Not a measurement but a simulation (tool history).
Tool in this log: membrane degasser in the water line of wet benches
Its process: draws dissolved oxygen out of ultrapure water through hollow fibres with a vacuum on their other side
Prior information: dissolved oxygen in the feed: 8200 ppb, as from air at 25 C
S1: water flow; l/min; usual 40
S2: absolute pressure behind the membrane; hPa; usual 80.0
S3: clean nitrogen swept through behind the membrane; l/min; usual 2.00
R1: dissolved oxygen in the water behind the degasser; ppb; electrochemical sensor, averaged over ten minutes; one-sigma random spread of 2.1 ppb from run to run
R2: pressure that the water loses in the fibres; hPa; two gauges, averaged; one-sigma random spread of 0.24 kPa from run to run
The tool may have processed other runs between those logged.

| run | hour | S1 | S2 | S3 | R1 | R2 |
|---|---|---|---|---|---|---|
| 1 | 0.0 | 40 | 80.0 | 2.00 | 214.0 | 626.1 |
| 2 | 185.6 | 40 | 80.0 | 2.00 | 211.2 | 622.6 |
| 3 | 323.8 | 40 | 80.0 | 2.00 | 208.7 | 625.1 |
| 4 | 493.4 | 40 | 80.0 | 2.00 | 211.4 | 622.1 |
| 5 | 591.6 | 25 | 80.0 | 2.00 | 139.9 | 389.1 |
| 6 | 784.6 | 25 | 80.0 | 2.00 | 136.7 | 393.3 |
| 7 | 922.7 | 40 | 80.0 | 2.00 | 212.7 | 615.9 |
| 8 | 1093.6 | 40 | 80.0 | 2.00 | 214.1 | 616.6 |
| 9 | 1271.6 | 40 | 80.0 | 2.00 | 215.6 | 621.0 |
| 10 | 1464.1 | 40 | 80.0 | 1.67 | 250.2 | 616.4 |
| 11 | 1570.4 | 40 | 80.0 | 1.67 | 248.1 | 617.9 |
| 12 | 1726.1 | 40 | 80.0 | 2.00 | 210.2 | 621.8 |
| 13 | 1874.4 | 40 | 80.0 | 2.17 | 197.3 | 619.3 |
| 14 | 2071.7 | 40 | 80.0 | 2.17 | 192.9 | 615.9 |
| 15 | 2184.0 | 40 | 80.0 | 2.17 | 199.0 | 616.6 |
| 16 | 2370.3 | 40 | 80.0 | 2.17 | 193.9 | 613.4 |
| 17 | 2517.3 | 38 | 121.6 | 2.00 | 364.9 | 587.2 |
| 18 | 2661.0 | 38 | 121.6 | 2.00 | 367.7 | 587.9 |

For run 19, what comes out?
| 19 | 2777.5 | 38 | 183.5 | 1.80 | ? | ? |

R1: 652.2 ppb
R2: 582.1 hPa
Were there no unlogged condition in the tool, this run, its random variation unchanged, would have produced R1 651.9 ppb, R2 588.8 hPa.
